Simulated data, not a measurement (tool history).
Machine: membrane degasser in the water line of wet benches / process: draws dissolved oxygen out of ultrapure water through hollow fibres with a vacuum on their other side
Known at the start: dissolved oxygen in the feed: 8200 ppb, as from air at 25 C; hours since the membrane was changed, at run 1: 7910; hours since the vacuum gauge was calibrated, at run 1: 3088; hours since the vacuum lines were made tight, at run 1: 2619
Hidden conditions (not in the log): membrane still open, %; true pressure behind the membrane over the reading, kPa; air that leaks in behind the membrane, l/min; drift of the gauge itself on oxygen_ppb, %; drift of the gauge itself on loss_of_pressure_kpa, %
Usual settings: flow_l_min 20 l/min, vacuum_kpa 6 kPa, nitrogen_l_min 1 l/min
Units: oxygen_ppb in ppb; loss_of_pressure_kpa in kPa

| run | hour | flow_l_min | vacuum_kpa | nitrogen_l_min | hours since the membrane was changed | hours since the vacuum gauge was calibrated | hours since the vacuum lines were made tight | oxygen_ppb | loss_of_pressure_kpa |
|---|---|---|---|---|---|---|---|---|---|
| 1 | 0 | 20 | 6 | 1 | 7910 | 3088 | 2619 | 149 | 51.95 |
| 2 | 216.2 | 20 | 6 | 1 | 8126 | 3304 | 2835 | 148.5 | 52.73 |
| 3 | 394.2 | 20 | 6 | 1 | 8304 | 3482 | 3013 | 149.5 | 52.16 |
| 4 | 549 | 20 | 6 | 1 | 8459 | 3637 | 3168 | 147.9 | 52.38 |
| 5 | 667.6 | 20 | 5.62 | 1 | 8577 | 3755 | 3286 | 133.8 | 52.19 |
|  | 831.9 | vacuum gauge calibrated |
| 6 | 912.9 | 20 | 5.62 | 1 | 8822 | 81 | 3531 | 132.3 | 52.58 |
| 7 | 1145.6 | 20 | 6 | 1.44 | 9055 | 314 | 3764 | 115.8 | 52.39 |
| 8 | 1307.4 | 20 | 6 | 1.44 | 9216 | 475 | 3926 | 115.3 | 53.09 |
| 9 | 1433.6 | 20 | 6 | 1 | 9343 | 602 | 4052 | 150.3 | 52.78 |
| 10 | 1664.3 | 20 | 6 | 1 | 9573 | 832 | 4283 | 153.3 | 53.17 |
| 11 | 1818.4 | 20 | 6 | 1 | 9728 | 986 | 4437 | 151.8 | 53.13 |
| 12 | 2088.6 | 20 | 6 | 1 | 9998 | 1257 | 4707 | 155.7 | 53.17 |
| 13 | 2243.7 | 24 | 10.46 | 1 | 10153 | 1412 | 4862 | 410 | 64.27 |
| 14 | 2390 | 15 | 8.66 | 0.59 | 10299 | 1558 | 5008 | 307.2 | 40.15 |
| 15 | 2552 | 15 | 6.83 | 0.59 | 10461 | 1720 | 5170 | 213.8 | 39.99 |
|  | 2647.5 | seals of the vacuum lines changed |
| 16 | 2825.1 | 12 | 6 | 2.16 | 10732 | 1991 | 178 | 44.5 | 31.91 |
| 17 | 3047.3 | 12 | 6 | 2.16 | 10954 | 2213 | 400 | 45.9 | 32.39 |
| 18 | 3237 | 20 | 10.16 | 1 | 11144 | 2403 | 590 | 334.2 | 53.49 |
|  | 3357.9 | membrane cartridge changed |
| 19 | 3389.4 | 31 | 3.96 | 1 | 31 | 2551 | 738 | 94.6 | 74.11 |
| 20 | 3531.2 | 31 | 3.96 | 1 | 173 | 2693 | 880 | 96.4 | 74.25 |
| 21 | 3760.7 | 20 | 3.98 | 1 | 403 | 2923 | 1109 | 53.8 | 48.06 |
| 22 | 4001.8 | 14 | 10.96 | 0.74 | 644 | 3164 | 1350 | 329.8 | 33.83 |
| 23 | 4264.8 | 20 | 6.2 | 1.49 | 907 | 3427 | 1613 | 111.3 | 48.47 |
| 24 | 4510.6 | 20 | 6.2 | 1.49 | 1153 | 3673 | 1859 | 111.1 | 48.2 |

3 ways to go on from here, each from the tool as it stands after run 24. What would each give?
| A | 4638.3 | 20 | 10.13 | 0.96 | 1280 | 3800 | 1987 | ? | ? |
| B | 4638.3 | 27 | 6 | 1.78 | 1280 | 3800 | 1987 | ? | ? |
| C | 4638.3 | 13 | 8.88 | 2.35 | 1280 | 3800 | 1987 | ? | ? |

| run | oxygen_ppb | loss_of_pressure_kpa |
|---|---|---|
| A | 334 | 48.48 |
| B | 132.5 | 65.84 |
| C | 83.8 | 31.57 |
Without the tool's hidden state the same runs would have given:
| run | oxygen_ppb | loss_of_pressure_kpa |
|---|---|---|
| A | 326 | 47.88 |
| B | 125.7 | 65.03 |
| C | 80.7 | 31.19 |
